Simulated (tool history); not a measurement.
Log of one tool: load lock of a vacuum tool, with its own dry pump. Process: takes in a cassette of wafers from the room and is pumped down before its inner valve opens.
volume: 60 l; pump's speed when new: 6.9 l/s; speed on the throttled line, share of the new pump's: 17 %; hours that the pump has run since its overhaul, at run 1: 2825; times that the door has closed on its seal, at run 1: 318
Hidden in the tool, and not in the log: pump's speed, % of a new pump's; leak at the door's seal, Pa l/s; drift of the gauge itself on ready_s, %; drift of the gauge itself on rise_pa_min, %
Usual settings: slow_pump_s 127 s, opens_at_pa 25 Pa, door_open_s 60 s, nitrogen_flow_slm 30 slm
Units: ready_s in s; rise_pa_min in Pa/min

run	day	slow_pump_s	opens_at_pa	door_open_s	nitrogen_flow_slm	hours that the pump has run since its overhaul	times that the door has closed on its seal	incoming humidity of the room's air, %	ready_s	rise_pa_min
1	0.000	127	25	60	30	2825	318	45.0	179.2	0.020
2	5.067	127	25	60	30	2946	617	46.6	178.9	0.024
3	7.296	127	25	60	7	3000	749	45.4	178.9	0.035
4	10.929	127	25	60	7	3087	963	46.4	179.2	0.038
5	14.779	127	25	60	7	3180	1190	41.5	179.2	0.036
6	17.554	127	25	60	7	3246	1354	46.6	178.5	0.040
7	21.650	127	48	60	7	3344	1596	45.6	172.3	0.036
8	26.383	127	25	60	29	3458	1875	47.2	178.9	0.021
9	29.558	127	25	60	29	3534	2063	46.4	178.6	0.028
10	34.117	127	25	60	29	3644	2332	46.8	179.1	0.029
11	36.408	127	25	60	29	3699	2467	41.1	179.0	0.018
12	41.179	127	25	60	30	3813	2749	44.6	178.8	0.029
13	44.233	127	25	60	30	3886	2929	47.5	179.0	0.027
14	47.433	127	25	116	30	3963	3118	44.4	179.2	0.038
15	51.771	127	25	60	30	4067	3374	44.1	178.9	0.024
16	56.867	127	25	60	30	4190	3675	42.9	178.9	0.031
17	61.988	127	25	60	30	4313	3977	44.9	179.5	0.025
18	66.200	127	25	60	30	4414	4226	42.8	180.0	0.028
19	70.608	68	25	60	37	4519	4486	44.6	130.6	0.028
20	74.488	220	25	60	11	4613	4715	46.9	256.7	0.037
21	77.333	220	25	60	11	4681	4883	45.1	256.0	0.040
22	79.567	220	25	60	11	4734	5015	46.3	256.8	0.040
23	83.592	127	23	26	30	4831	5252	46.7	180.2	0.019
24	87.475	75	30	67	4	4924	5482	46.7	135.3	0.053
25	90.729	127	33	60	8	5002	5674	43.1	177.0	0.045
26	95.850	127	33	60	8	5125	5976	41.0	177.4	0.037
27	98.488	98	21	26	5	5189	6132	44.3	157.1	0.029
28	102.567	127	25	88	30	5286	6372	44.3	179.4	0.033
29	106.604	127	25	88	30	5383	6611	41.4	179.4	0.035
30	110.262	127	25	31	30	5471	6827	42.3	179.6	0.024
31	113.042	127	25	31	30	5538	6991	42.8	180.0	0.024
32	117.629	127	25	31	30	5648	7262	48.4	180.2	0.026
33	121.567	162	38	60	30	5742	7494	44.9	204.4	0.027
34	124.562	162	35	28	30	5814	7671	42.6	205.5	0.029
35	128.367	188	41	106	11	5906	7895	44.8	226.0	0.046
36	131.021	203	25	75	30	5969	8052	43.8	242.6	0.036

Forecast each of these 5 alternatives for the next run:
A	133.988	81	44	84	30	6040	8227	47.6	?	?
B	133.988	127	25	60	12	6040	8227	41.7	?	?
C	133.988	203	23	65	30	6040	8227	41.5	?	?
D	133.988	127	49	60	21	6040	8227	45.0	?	?
E	133.988	191	25	64	30	6040	8227	45.4	?	?

run	ready_s	rise_pa_min
A	137.4	0.036
B	180.1	0.039
C	243.5	0.033
D	173.7	0.032
E	232.2	0.030
Without the tool's hidden state the same runs would have given:
run	ready_s	rise_pa_min
A	135.7	0.026
B	178.5	0.030
C	242.3	0.023
D	172.3	0.023
E	230.9	0.021
